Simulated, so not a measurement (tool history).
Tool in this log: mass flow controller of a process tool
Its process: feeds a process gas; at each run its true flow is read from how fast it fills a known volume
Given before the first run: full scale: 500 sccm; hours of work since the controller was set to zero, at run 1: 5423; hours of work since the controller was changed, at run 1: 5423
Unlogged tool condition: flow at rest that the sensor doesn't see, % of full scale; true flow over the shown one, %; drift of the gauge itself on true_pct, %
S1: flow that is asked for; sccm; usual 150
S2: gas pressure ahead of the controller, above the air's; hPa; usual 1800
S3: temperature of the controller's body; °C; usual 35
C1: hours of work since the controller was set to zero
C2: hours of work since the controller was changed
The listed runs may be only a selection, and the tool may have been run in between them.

run 1 hour=0.0 | S1=150 S2=1800 S3=35 | C1=5423 C2=5423 | true_flow_(%)=100.15
run 2 hour=296.1 | S1=150 S2=1800 S3=35 | C1=5551 C2=5551 | true_flow_(%)=100.04
run 3 hour=626.6 | S1=150 S2=1800 S3=35 | C1=5694 C2=5694 | true_flow_(%)=99.96
run 4 hour=917.8 | S1=150 S2=1800 S3=35 | C1=5819 C2=5819 | true_flow_(%)=99.85
-- hour=934.8 controller's zero set anew
run 5 hour=1085.5 | S1=150 S2=1800 S3=35 | C1=65 C2=5891 | true_flow_(%)=99.86
run 6 hour=1354.6 | S1=150 S2=2720 S3=27 | C1=181 C2=6007 | true_flow_(%)=99.89
run 7 hour=1523.8 | S1=56 S2=1920 S3=35 | C1=254 C2=6080 | true_flow_(%)=99.60
run 8 hour=1692.2 | S1=56 S2=1920 S3=35 | C1=327 C2=6153 | true_flow_(%)=99.66
run 9 hour=1991.4 | S1=193 S2=1920 S3=31 | C1=456 C2=6282 | true_flow_(%)=99.40
run 10 hour=2223.4 | S1=193 S2=1920 S3=31 | C1=556 C2=6382 | true_flow_(%)=99.58

Alternative continuations, all from the tool just after run 10; predict every row:
run A hour=2536.6 | S1=150 S2=1800 S3=29 | C1=691 C2=6517 | true_flow_(%)=?
run B hour=2536.6 | S1=193 S2=1920 S3=21 | C1=691 C2=6517 | true_flow_(%)=?
run C hour=2536.6 | S1=199 S2=2130 S3=31 | C1=691 C2=6517 | true_flow_(%)=?
run D hour=2536.6 | S1=150 S2=2080 S3=35 | C1=691 C2=6517 | true_flow_(%)=?
run E hour=2536.6 | S1=169 S2=1800 S3=22 | C1=691 C2=6517 | true_flow_(%)=?

run=A true_flow_(%)=99.26
run=B true_flow_(%)=98.82
run=C true_flow_(%)=99.67
run=D true_flow_(%)=99.67
run=E true_flow_(%)=98.73
What these runs would have given with no unlogged condition in the tool:
run=A true_flow_(%)=99.70
run=B true_flow_(%)=99.27
run=C true_flow_(%)=100.11
run=D true_flow_(%)=100.12
run=E true_flow_(%)=99.17
